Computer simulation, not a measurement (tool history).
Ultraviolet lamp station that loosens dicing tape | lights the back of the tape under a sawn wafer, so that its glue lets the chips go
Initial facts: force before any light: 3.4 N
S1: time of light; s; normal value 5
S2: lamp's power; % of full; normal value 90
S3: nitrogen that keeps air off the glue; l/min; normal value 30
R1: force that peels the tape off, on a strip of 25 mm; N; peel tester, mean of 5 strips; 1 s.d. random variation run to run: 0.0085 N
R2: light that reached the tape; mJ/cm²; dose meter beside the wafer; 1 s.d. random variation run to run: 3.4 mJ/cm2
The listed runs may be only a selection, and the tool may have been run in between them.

Run 1, day 0: usual settings. Result: R1 0.356 N, R2 550 mJ/cm².
Run 2, day 0.862: usual settings but S1 10 s. Result: R1 0.106 N, R2 1091 mJ/cm².
Run 3, day 1.712: usual settings. Result: R1 0.36 N, R2 546 mJ/cm².
Run 4, day 2.183: usual settings. Result: R1 0.358 N, R2 550 mJ/cm².
Run 5, day 3.1: usual settings. Result: R1 0.335 N, R2 546 mJ/cm².
Run 6, day 4.042: usual settings but S1 3 s. Result: R1 0.796 N, R2 330 mJ/cm².
Run 7, day 4.571: usual settings. Result: R1 0.353 N, R2 556 mJ/cm².
At day 5.333: window cleaned of glue's vapour.
Run 8, day 5.629: usual settings. Result: R1 0.351 N, R2 548 mJ/cm².
Run 9, day 6.654: usual settings but S1 9 s. Result: R1 0.111 N, R2 992 mJ/cm².
Run 10, day 7.475: usual settings but S1 9 s. Result: R1 0.103 N, R2 998 mJ/cm².
Run 11, day 7.954: usual settings but S1 9 s. Result: R1 0.11 N, R2 994 mJ/cm².
Run 12, day 8.671: usual settings but S1 9 s. Result: R1 0.114 N, R2 997 mJ/cm².
Run 13, day 9.1: usual settings but S1 9 s. Result: R1 0.121 N, R2 985 mJ/cm².
Run 14, day 9.683: usual settings but S1 9 s, S3 39 l/min. Result: R1 0.094 N, R2 988 mJ/cm².
Run 15, day 10.433: usual settings. Result: R1 0.347 N, R2 552 mJ/cm².
Run 16, day 11.058: usual settings. Result: R1 0.338 N, R2 558 mJ/cm².
Run 17, day 11.479: usual settings. Result: R1 0.351 N, R2 546 mJ/cm².
Run 18, day 12.325: usual settings but S1 3 s. Result: R1 0.791 N, R2 334 mJ/cm².
Run 19, day 13.192: usual settings but S1 3 s. Result: R1 0.826 N, R2 331 mJ/cm².
Run 20, day 14.229: usual settings but S1 4 s. Result: R1 0.505 N, R2 445 mJ/cm².
Run 21, day 14.858: usual settings but S1 4 s. Result: R1 0.506 N, R2 440 mJ/cm².
Run 22, day 15.417: usual settings but S1 4 s. Result: R1 0.52 N, R2 441 mJ/cm².
Run 23, day 16.346: usual settings but S2 70 % of full. Result: R1 0.556 N, R2 428 mJ/cm².
Run 24, day 16.771: usual settings but S2 70 % of full. Result: R1 0.562 N, R2 435 mJ/cm².
Run 25, day 17.279: usual settings but S2 70 % of full. Result: R1 0.524 N, R2 429 mJ/cm².
Run 26, day 18.196: usual settings but S1 3 s, S2 63 % of full, S3 20 l/min. Result: R1 1.365 N, R2 232 mJ/cm².
Run 27, day 19.192: usual settings but S1 9 s, S2 63 % of full, S3 41 l/min. Result: R1 0.173 N, R2 698 mJ/cm².
Run 28, day 19.975: usual settings but S1 3 s, S2 66 % of full, S3 59 l/min. Result: R1 0.957 N, R2 245 mJ/cm².
Run 29, day 20.704: usual settings but S1 3 s, S2 87 % of full, S3 24 l/min. Result: R1 0.945 N, R2 323 mJ/cm².
Run 30, day 21.633: usual settings but S2 74 % of full, S3 22 l/min. Result: R1 0.6 N, R2 460 mJ/cm².
Run 31, day 22.442: usual settings but S1 2 s, S2 89 % of full, S3 22 l/min. Result: R1 1.427 N, R2 217 mJ/cm².
Run 32, day 23.454: usual settings but S1 2 s, S2 89 % of full, S3 22 l/min. Result: R1 1.436 N, R2 218 mJ/cm².
Run 33, day 24.175: usual settings but S1 3 s. Result: R1 0.796 N, R2 330 mJ/cm².
Run 34, day 24.692: usual settings but S2 87 % of full, S3 16 l/min. Result: R1 0.564 N, R2 531 mJ/cm².
Run 35, day 25.7: usual settings but S2 87 % of full, S3 16 l/min. Result: R1 0.571 N, R2 534 mJ/cm².
Run 36, day 26.683: usual settings but S1 8 s, S3 31 l/min. Result: R1 0.14 N, R2 885 mJ/cm².
Run 37, day 27.321: usual settings but S1 8 s. Result: R1 0.123 N, R2 884 mJ/cm².
At day 27.775: window cleaned of glue's vapour.
Run 38, day 28.221: usual settings but S1 8 s, S2 70 % of full. Result: R1 0.222 N, R2 690 mJ/cm².
Run 39, day 28.929: usual settings but S1 9 s, S2 75 % of full, S3 17 l/min. Result: R1 0.24 N, R2 833 mJ/cm².
Run 40, day 29.688: usual settings but S1 9 s, S2 75 % of full, S3 17 l/min. Result: R1 0.226 N, R2 828 mJ/cm².
Run 41, day 30.35: usual settings but S1 9 s, S2 75 % of full, S3 17 l/min. Result: R1 0.242 N, R2 829 mJ/cm².
Run 42, day 30.988: usual settings but S2 75 % of full, S3 11 l/min. Result: R1 0.881 N, R2 461 mJ/cm².
Run 43, day 31.783: usual settings but S2 75 % of full, S3 11 l/min. Result: R1 0.857 N, R2 465 mJ/cm².

Forecast each of these 4 alternatives for the next run:
Run A, day 32.438: usual settings but S2 98 % of full, S3 11 l/min. Result: R1 ?, R2 ?.
Run B, day 32.438: usual settings but S2 75 % of full, S3 11 l/min. Result: R1 ?, R2 ?.
Run C, day 32.438: usual settings but S1 3 s, S2 74 % of full, S3 41 l/min. Result: R1 ?, R2 ?.
Run D, day 32.438: usual settings but S1 3 s, S2 75 % of full, S3 18 l/min. Result: R1 ?, R2 ?.

run     R1   R2
  A  0.603  600
  B  0.911  466
  C  0.943  270
  D  1.241  275
With no hidden state in the tool, these same runs would have given:
run     R1   R2
  A  0.602  601
  B  0.909  467
  C  0.941  270
  D  1.239  275

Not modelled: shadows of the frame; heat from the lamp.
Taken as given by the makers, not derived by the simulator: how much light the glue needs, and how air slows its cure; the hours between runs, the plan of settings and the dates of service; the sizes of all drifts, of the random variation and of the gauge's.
